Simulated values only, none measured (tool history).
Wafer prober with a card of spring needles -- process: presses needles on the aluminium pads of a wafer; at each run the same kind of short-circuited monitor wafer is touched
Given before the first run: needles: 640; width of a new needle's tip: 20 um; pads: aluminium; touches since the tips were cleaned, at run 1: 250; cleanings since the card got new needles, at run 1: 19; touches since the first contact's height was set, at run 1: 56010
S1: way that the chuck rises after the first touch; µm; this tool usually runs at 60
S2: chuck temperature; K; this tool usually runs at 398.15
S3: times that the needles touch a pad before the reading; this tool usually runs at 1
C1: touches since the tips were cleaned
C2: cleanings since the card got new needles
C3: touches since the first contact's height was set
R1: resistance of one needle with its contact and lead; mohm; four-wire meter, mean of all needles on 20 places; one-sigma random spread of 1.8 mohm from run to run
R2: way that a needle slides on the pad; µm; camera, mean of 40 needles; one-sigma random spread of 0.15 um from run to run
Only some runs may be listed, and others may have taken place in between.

{"run": 1, "day": 0.0, "S1": 60, "S2": 398.15, "S3": 1, "C1": 250, "C2": 19, "C3": 56010, "R1": 186, "R2": 14.59}
{"day": 0.233, "done": "tips cleaned on abrasive film"}
{"day": 0.488, "done": "tips cleaned on abrasive film"}
{"run": 2, "day": 0.617, "S1": 60, "S2": 398.15, "S3": 1, "C1": 1383, "C2": 21, "C3": 62611, "R1": 185, "R2": 14.86}
{"day": 0.746, "done": "tips cleaned on abrasive film"}
{"run": 3, "day": 0.912, "S1": 60, "S2": 398.15, "S3": 1, "C1": 1790, "C2": 22, "C3": 65775, "R1": 186, "R2": 14.64}
{"day": 0.996, "done": "tips cleaned on abrasive film"}
{"run": 4, "day": 1.212, "S1": 60, "S2": 398.15, "S3": 1, "C1": 2365, "C2": 23, "C3": 68981, "R1": 187, "R2": 14.84}
{"day": 1.262, "done": "tips cleaned on abrasive film"}
{"day": 1.512, "done": "tips cleaned on abrasive film"}
{"day": 1.762, "done": "tips cleaned on abrasive film"}
{"run": 5, "day": 1.762, "S1": 60, "S2": 307.15, "S3": 1, "C1": 0, "C2": 26, "C3": 74813, "R1": 171, "R2": 14.82}
{"day": 2.025, "done": "tips cleaned on abrasive film"}
{"day": 2.271, "done": "tips cleaned on abrasive film"}
{"run": 6, "day": 2.312, "S1": 60, "S2": 307.15, "S3": 1, "C1": 447, "C2": 28, "C3": 80718, "R1": 167, "R2": 14.81}
{"day": 2.538, "done": "tips cleaned on abrasive film"}
{"run": 7, "day": 2.638, "S1": 60, "S2": 398.15, "S3": 1, "C1": 1070, "C2": 29, "C3": 84179, "R1": 189, "R2": 14.76}
{"day": 2.817, "done": "tips cleaned on abrasive film"}
{"run": 8, "day": 3.0, "S1": 60, "S2": 398.15, "S3": 1, "C1": 2009, "C2": 30, "C3": 88093, "R1": 185, "R2": 14.5}
{"day": 3.1, "done": "tips cleaned on abrasive film"}
{"run": 9, "day": 3.312, "S1": 60, "S2": 398.15, "S3": 1, "C1": 2313, "C2": 31, "C3": 91441, "R1": 189, "R2": 14.7}
{"day": 3.362, "done": "tips cleaned on abrasive film"}
{"day": 3.617, "done": "tips cleaned on abrasive film"}
{"day": 3.858, "done": "tips cleaned on abrasive film"}
{"run": 10, "day": 3.942, "S1": 60, "S2": 398.15, "S3": 1, "C1": 897, "C2": 34, "C3": 98112, "R1": 185, "R2": 14.5}
{"day": 4.138, "done": "tips cleaned on abrasive film"}
{"run": 11, "day": 4.242, "S1": 60, "S2": 398.15, "S3": 1, "C1": 1137, "C2": 35, "C3": 101326, "R1": 187, "R2": 15.04}
{"day": 4.379, "done": "tips cleaned on abrasive film"}
{"day": 4.65, "done": "tips cleaned on abrasive film"}
{"run": 12, "day": 4.792, "S1": 60, "S2": 323.15, "S3": 1, "C1": 1550, "C2": 37, "C3": 107209, "R1": 170, "R2": 14.71}
{"day": 4.896, "done": "tips cleaned on abrasive film"}
{"run": 13, "day": 5.083, "S1": 60, "S2": 398.15, "S3": 1, "C1": 2069, "C2": 38, "C3": 110337, "R1": 186, "R2": 14.73}
{"day": 5.138, "done": "tips cleaned on abrasive film"}
{"day": 5.404, "done": "tips cleaned on abrasive film"}
{"run": 14, "day": 5.567, "S1": 73, "S2": 398.15, "S3": 1, "C1": 1721, "C2": 40, "C3": 115460, "R1": 185, "R2": 17.99}
{"day": 5.654, "done": "tips cleaned on abrasive film"}
{"day": 5.938, "done": "tips cleaned on abrasive film"}
{"run": 15, "day": 6.104, "S1": 73, "S2": 398.15, "S3": 1, "C1": 1791, "C2": 42, "C3": 121226, "R1": 184, "R2": 17.83}
{"day": 6.192, "done": "tips cleaned on abrasive film"}
{"day": 6.458, "done": "tips cleaned on abrasive film"}
{"run": 16, "day": 6.612, "S1": 73, "S2": 398.15, "S3": 1, "C1": 1706, "C2": 44, "C3": 126668, "R1": 183, "R2": 17.61}
{"day": 6.712, "done": "tips cleaned on abrasive film"}
{"run": 17, "day": 6.896, "S1": 73, "S2": 398.15, "S3": 1, "C1": 1996, "C2": 45, "C3": 129686, "R1": 185, "R2": 17.62}
{"day": 6.954, "done": "tips cleaned on abrasive film"}
{"day": 7.208, "done": "tips cleaned on abrasive film"}
{"day": 7.446, "done": "tips cleaned on abrasive film"}
{"run": 18, "day": 7.475, "S1": 60, "S2": 329.15, "S3": 3, "C1": 276, "C2": 48, "C3": 135813, "R1": 174, "R2": 14.49}
{"day": 7.692, "done": "tips cleaned on abrasive film"}
{"day": 7.962, "done": "tips cleaned on abrasive film"}
{"run": 19, "day": 8.1, "S1": 49, "S2": 371.15, "S3": 3, "C1": 1479, "C2": 50, "C3": 142514, "R1": 182, "R2": 11.84}
{"day": 8.233, "done": "tips cleaned on abrasive film"}
{"day": 8.512, "done": "tips cleaned on abrasive film"}
{"run": 20, "day": 8.704, "S1": 54, "S2": 301.15, "S3": 1, "C1": 2095, "C2": 52, "C3": 148985, "R1": 168, "R2": 13.16}
{"day": 8.767, "done": "tips cleaned on abrasive film"}
{"day": 9.054, "done": "tips cleaned on abrasive film"}
{"run": 21, "day": 9.204, "S1": 71, "S2": 298.15, "S3": 3, "C1": 1604, "C2": 54, "C3": 154319, "R1": 168, "R2": 17.87}
{"day": 9.296, "done": "tips cleaned on abrasive film"}
{"day": 9.542, "done": "tips cleaned on abrasive film"}
{"run": 22, "day": 9.546, "S1": 54, "S2": 303.15, "S3": 1, "C1": 45, "C2": 56, "C3": 157939, "R1": 167, "R2": 13.27}
{"day": 9.788, "done": "tips cleaned on abrasive film"}
{"day": 10.025, "done": "tips cleaned on abrasive film"}
{"run": 23, "day": 10.121, "S1": 54, "S2": 303.15, "S3": 1, "C1": 1010, "C2": 58, "C3": 164085, "R1": 169, "R2": 13.22}
{"day": 10.304, "done": "tips cleaned on abrasive film"}
{"day": 10.592, "done": "tips cleaned on abrasive film"}
{"run": 24, "day": 10.758, "S1": 54, "S2": 303.15, "S3": 1, "C1": 1820, "C2": 60, "C3": 170941, "R1": 169, "R2": 13.19}
{"day": 10.85, "done": "tips cleaned on abrasive film"}
{"day": 11.117, "done": "tips cleaned on abrasive film"}
{"run": 25, "day": 11.283, "S1": 54, "S2": 353.15, "S3": 2, "C1": 1807, "C2": 62, "C3": 176551, "R1": 176, "R2": 13.28}
{"day": 11.392, "done": "tips cleaned on abrasive film"}
{"day": 11.642, "done": "tips cleaned on abrasive film"}
{"run": 26, "day": 11.671, "S1": 64, "S2": 315.15, "S3": 1, "C1": 309, "C2": 64, "C3": 180657, "R1": 169, "R2": 15.58}
{"day": 11.917, "done": "tips cleaned on abrasive film"}
{"run": 27, "day": 12.025, "S1": 60, "S2": 398.15, "S3": 2, "C1": 1185, "C2": 65, "C3": 184452, "R1": 186, "R2": 14.62}
{"day": 12.167, "done": "tips cleaned on abrasive film"}
{"day": 12.454, "done": "tips cleaned on abrasive film"}
{"run": 28, "day": 12.558, "S1": 60, "S2": 398.15, "S3": 2, "C1": 1134, "C2": 67, "C3": 190149, "R1": 186, "R2": 14.91}
{"day": 12.696, "done": "tips cleaned on abrasive film"}
{"day": 12.954, "done": "tips cleaned on abrasive film"}
{"day": 13.204, "done": "tips cleaned on abrasive film"}
{"run": 29, "day": 13.204, "S1": 60, "S2": 309.15, "S3": 1, "C1": 0, "C2": 70, "C3": 197036, "R1": 169, "R2": 14.81}
{"day": 13.475, "done": "tips cleaned on abrasive film"}
{"run": 30, "day": 13.475, "S1": 66, "S2": 367.15, "S3": 1, "C1": 0, "C2": 71, "C3": 199911, "R1": 181, "R2": 16.01}
{"day": 13.742, "done": "tips cleaned on abrasive film"}
{"run": 31, "day": 13.775, "S1": 65, "S2": 398.15, "S3": 1, "C1": 350, "C2": 72, "C3": 203113, "R1": 188, "R2": 15.73}

How the hidden state differs across the entries between the runs, from the last listed run before each to the first after it:
After run 1, before run 2: tips cleaned on abrasive film (day 0.233); tips cleaned on abrasive film (day 0.488)
  debris on the tips, nm: 0.2 -> 0.8
After run 2, before run 3: tips cleaned on abrasive film (day 0.746)
  no difference in the tool's unlogged condition between these two runs
After run 3, before run 4: tips cleaned on abrasive film (day 0.996)
  debris on the tips, nm: 0.8 -> 1
After run 4, before run 5: tips cleaned on abrasive film (day 1.262); tips cleaned on abrasive film (day 1.512); tips cleaned on abrasive film (day 1.762)
  debris on the tips, nm: 1 -> 0.1
After run 5, before run 6: tips cleaned on abrasive film (day 2.025); tips cleaned on abrasive film (day 2.271)
  debris on the tips, nm: 0.1 -> 0.4
After run 6, before run 7: tips cleaned on abrasive film (day 2.538)
  debris on the tips, nm: 0.4 -> 0.6
After run 7, before run 8: tips cleaned on abrasive film (day 2.817)
  debris on the tips, nm: 0.6 -> 0.9
After run 8, before run 9: tips cleaned on abrasive film (day 3.1)
  debris on the tips, nm: 0.9 -> 1
After run 9, before run 10: tips cleaned on abrasive film (day 3.362); tips cleaned on abrasive film (day 3.617); tips cleaned on abrasive film (day 3.858)
  debris on the tips, nm: 1 -> 0.6
After run 10, before run 11: tips cleaned on abrasive film (day 4.138)
  debris on the tips, nm: 0.6 -> 0.7; tips' diameter, um: 20 -> 20.01
After run 11, before run 12: tips cleaned on abrasive film (day 4.379); tips cleaned on abrasive film (day 4.65)
  debris on the tips, nm: 0.7 -> 0.8
After run 12, before run 13: tips cleaned on abrasive film (day 4.896)
  debris on the tips, nm: 0.8 -> 1; way that the needles fall short of the set height, um: 0.01 -> 0.02
After run 13, before run 14: tips cleaned on abrasive film (day 5.138); tips cleaned on abrasive film (day 5.404)
  debris on the tips, nm: 1 -> 0.8
After run 14, before run 15: tips cleaned on abrasive film (day 5.654); tips cleaned on abrasive film (day 5.938)
  debris on the tips, nm: 0.8 -> 0.9
After run 15, before run 16: tips cleaned on abrasive film (day 6.192); tips cleaned on abrasive film (day 6.458)
  no difference in the tool's unlogged condition between these two runs
After run 16, before run 17: tips cleaned on abrasive film (day 6.712)
  debris on the tips, nm: 0.9 -> 1
After run 17, before run 18: tips cleaned on abrasive film (day 6.954); tips cleaned on abrasive film (day 7.208); tips cleaned on abrasive film (day 7.446)
  debris on the tips, nm: 1 -> 0.3
After run 18, before run 19: tips cleaned on abrasive film (day 7.692); tips cleaned on abrasive film (day 7.962)
  debris on the tips, nm: 0.3 -> 0.7
After run 19, before run 20: tips cleaned on abrasive film (day 8.233); tips cleaned on abrasive film (day 8.512)
  debris on the tips, nm: 0.7 -> 1
After run 20, before run 21: tips cleaned on abrasive film (day 8.767); tips cleaned on abrasive film (day 9.054)
  debris on the tips, nm: 1 -> 0.8
After run 21, before run 22: tips cleaned on abrasive film (day 9.296); tips cleaned on abrasive film (day 9.542)
  debris on the tips, nm: 0.8 -> 0.2
After run 22, before run 23: tips cleaned on abrasive film (day 9.788); tips cleaned on abrasive film (day 10.025)
  debris on the tips, nm: 0.2 -> 0.6
After run 23, before run 24: tips cleaned on abrasive film (day 10.304); tips cleaned on abrasive film (day 10.592)
  debris on the tips, nm: 0.6 -> 0.9
After run 24, before run 25: tips cleaned on abrasive film (day 10.85); tips cleaned on abrasive film (day 11.117)
  way that the needles fall short of the set height, um: 0.02 -> 0.03
After run 25, before run 26: tips cleaned on abrasive film (day 11.392); tips cleaned on abrasive film (day 11.642)
  debris on the tips, nm: 0.9 -> 0.3
After run 26, before run 27: tips cleaned on abrasive film (day 11.917)
  debris on the tips, nm: 0.3 -> 0.7
After run 27, before run 28: tips cleaned on abrasive film (day 12.167); tips cleaned on abrasive film (day 12.454)
  no difference in the tool's unlogged condition between these two runs
After run 28, before run 29: tips cleaned on abrasive film (day 12.696); tips cleaned on abrasive film (day 12.954); tips cleaned on abrasive film (day 13.204)
  debris on the tips, nm: 0.7 -> 0
After run 29, before run 30: tips cleaned on abrasive film (day 13.475)
  debris on the tips, nm: 0 -> 0.1
After run 30, before run 31: tips cleaned on abrasive film (day 13.742)
  debris on the tips, nm: 0.1 -> 0.3

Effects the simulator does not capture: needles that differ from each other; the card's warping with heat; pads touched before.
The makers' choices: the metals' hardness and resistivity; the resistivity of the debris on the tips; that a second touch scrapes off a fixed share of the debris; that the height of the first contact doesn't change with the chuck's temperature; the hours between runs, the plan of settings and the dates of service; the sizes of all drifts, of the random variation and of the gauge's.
